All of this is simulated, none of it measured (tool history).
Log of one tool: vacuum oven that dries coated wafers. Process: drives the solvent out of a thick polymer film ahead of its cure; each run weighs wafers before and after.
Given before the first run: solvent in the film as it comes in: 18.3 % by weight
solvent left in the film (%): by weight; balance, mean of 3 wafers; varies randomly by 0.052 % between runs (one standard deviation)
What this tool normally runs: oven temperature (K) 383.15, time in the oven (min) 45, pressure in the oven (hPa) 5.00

Run 1, hour 0.0: usual settings. Result: solvent left in the film (%) 1.31.
Run 2, hour 50.2: usual settings. Result: solvent left in the film (%) 1.23.
At hour 90.5: oven's thermocouples calibrated.
Run 3, hour 108.5: usual settings. Result: solvent left in the film (%) 1.25.
Run 4, hour 180.1: usual settings but oven temperature (K) 370.15. Result: solvent left in the film (%) 3.77.
Run 5, hour 243.7: usual settings but oven temperature (K) 370.15. Result: solvent left in the film (%) 3.75.
Run 6, hour 281.2: usual settings. Result: solvent left in the film (%) 1.24.
Run 7, hour 351.6: usual settings. Result: solvent left in the film (%) 1.29.
Run 8, hour 399.1: usual settings. Result: solvent left in the film (%) 1.25.
Run 9, hour 470.9: usual settings. Result: solvent left in the film (%) 1.26.
Run 10, hour 532.9: usual settings. Result: solvent left in the film (%) 1.25.
Run 11, hour 567.6: usual settings but pressure in the oven (hPa) 2.92. Result: solvent left in the film (%) 0.98.
Run 12, hour 637.1: usual settings but oven temperature (K) 377.15, time in the oven (min) 48, pressure in the oven (hPa) 4.15. Result: solvent left in the film (%) 1.86.
Run 13, hour 673.7: usual settings but oven temperature (K) 377.15, time in the oven (min) 48, pressure in the oven (hPa) 4.15. Result: solvent left in the film (%) 1.85.
Run 14, hour 718.1: usual settings but oven temperature (K) 393.15, time in the oven (min) 23. Result: solvent left in the film (%) 1.47.
Run 15, hour 768.6: usual settings but oven temperature (K) 393.15, time in the oven (min) 52, pressure in the oven (hPa) 4.25. Result: solvent left in the film (%) 0.36.
Run 16, hour 840.1: usual settings but oven temperature (K) 393.15, time in the oven (min) 52, pressure in the oven (hPa) 4.25. Result: solvent left in the film (%) 0.45.
Run 17, hour 904.0: usual settings but oven temperature (K) 392.15, time in the oven (min) 52, pressure in the oven (hPa) 8.21. Result: solvent left in the film (%) 0.85.
Run 18, hour 964.2: usual settings but oven temperature (K) 392.15, time in the oven (min) 52, pressure in the oven (hPa) 8.21. Result: solvent left in the film (%) 0.86.
Run 19, hour 1002.4: usual settings but oven temperature (K) 388.15, pressure in the oven (hPa) 4.34. Result: solvent left in the film (%) 0.77.
Run 20, hour 1047.8: usual settings but oven temperature (K) 398.15. Result: solvent left in the film (%) 0.41.

Each row is a separate what-if for the run after 20, all from the same tool condition, not one after another. Results?
Run A, hour 1096.1: usual settings but pressure in the oven (hPa) 2.93. Result: solvent left in the film (%) ?.
Run B, hour 1096.1: usual settings but oven temperature (K) 375.15, time in the oven (min) 26, pressure in the oven (hPa) 15.63. Result: solvent left in the film (%) ?.
Run C, hour 1096.1: usual settings but oven temperature (K) 398.15, time in the oven (min) 63. Result: solvent left in the film (%) ?.

run  solvent left in the film (%)
  A                          1.06
  B                          6.46
  C                          0.32
Take away the tool's hidden state, keep each run's random variation, and the runs would have read:
run  solvent left in the film (%)
  A                          1.04
  B                          6.42
  C                          0.31

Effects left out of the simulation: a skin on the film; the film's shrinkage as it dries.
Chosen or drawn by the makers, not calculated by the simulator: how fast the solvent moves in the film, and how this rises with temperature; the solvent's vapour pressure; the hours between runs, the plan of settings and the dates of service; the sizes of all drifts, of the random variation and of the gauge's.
